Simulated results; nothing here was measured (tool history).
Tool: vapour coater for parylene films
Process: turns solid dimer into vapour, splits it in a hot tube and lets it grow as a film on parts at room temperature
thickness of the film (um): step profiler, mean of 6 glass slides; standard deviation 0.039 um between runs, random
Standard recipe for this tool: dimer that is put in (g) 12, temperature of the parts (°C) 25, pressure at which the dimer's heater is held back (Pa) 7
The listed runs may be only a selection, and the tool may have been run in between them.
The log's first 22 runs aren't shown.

| run | hour | dimer that is put in (g) | temperature of the parts (°C) | pressure at which the dimer's heater is held back (Pa) | hours of work since the trap's valve was overhauled | hours of work since the table's thermometer was calibrated | thickness of the film (um) |
|---|---|---|---|---|---|---|---|
| 23 | 522.6 | 19 | 25 | 9.27 | 496 | 319 | 5.68 |
| 24 | 553.5 | 19 | 25 | 9.27 | 513 | 336 | 5.76 |
| 25 | 577.2 | 19 | 25 | 9.27 | 526 | 349 | 5.66 |
| 26 | 610.4 | 19 | 21 | 5.86 | 544 | 367 | 6.19 |
| 27 | 633.4 | 19 | 21 | 5.86 | 557 | 380 | 6.17 |
| 28 | 655.9 | 14 | 25 | 7 | 569 | 392 | 4.2 |
| 29 | 674.5 | 12 | 27 | 10.55 | 579 | 403 | 3.48 |
| 30 | 705.9 | 20 | 29 | 3.62 | 597 | 420 | 5.86 |
| 31 | 721.7 | 6 | 36 | 5.88 | 605 | 429 | 1.49 |
| 32 | 747.6 | 9 | 25 | 7.44 | 620 | 443 | 2.63 |
| 33 | 773.8 | 5 | 36 | 2.94 | 634 | 458 | 1.28 |
| 34 | 795.6 | 5 | 36 | 2.94 | 646 | 470 | 1.31 |
| 35 | 811.8 | 8 | 32 | 4.41 | 655 | 479 | 2.14 |
|  | 838.8 | trap's valve overhauled |
| 36 | 838.8 | 10 | 32 | 7 | 0 | 491 | 3.04 |
| 37 | 854 | 10 | 32 | 7 | 8 | 500 | 3.07 |
| 38 | 888.1 | 9 | 18 | 7 | 27 | 518 | 3.41 |
| 39 | 919.8 | 12 | 24 | 7 | 45 | 536 | 4.18 |
| 40 | 952.8 | 12 | 24 | 7 | 63 | 554 | 4.04 |
| 41 | 985.7 | 7 | 19 | 8.96 | 81 | 572 | 2.51 |
| 42 | 1006.8 | 8 | 35 | 7 | 93 | 584 | 2.25 |
| 43 | 1022.7 | 7 | 22 | 6.72 | 101 | 593 | 2.45 |
| 44 | 1050.6 | 17 | 17 | 3.56 | 117 | 608 | 6.74 |
| 45 | 1072.5 | 17 | 18 | 2.99 | 129 | 620 | 6.61 |
| 46 | 1101.6 | 17 | 26 | 6 | 145 | 636 | 5.5 |
| 47 | 1125.4 | 17 | 26 | 6 | 158 | 649 | 5.46 |

Predict each of these 4 candidate next runs independently; none follows another, all start after run 47:
| A | 1140.7 | 7 | 25 | 7 | 167 | 658 | ? |
| B | 1140.7 | 12 | 25 | 2.44 | 167 | 658 | ? |
| C | 1140.7 | 22 | 24 | 7 | 167 | 658 | ? |
| D | 1140.7 | 16 | 24 | 5.24 | 167 | 658 | ? |

| run | thickness of the film (um) |
|---|---|
| A | 2.31 |
| B | 4.18 |
| C | 7.22 |
| D | 5.47 |
The same runs, with their run-to-run variation unchanged, on a tool lacking any hidden condition would have given:
| run | thickness of the film (um) |
|---|---|
| A | 2.43 |
| B | 4.4 |
| C | 7.59 |
| D | 5.75 |

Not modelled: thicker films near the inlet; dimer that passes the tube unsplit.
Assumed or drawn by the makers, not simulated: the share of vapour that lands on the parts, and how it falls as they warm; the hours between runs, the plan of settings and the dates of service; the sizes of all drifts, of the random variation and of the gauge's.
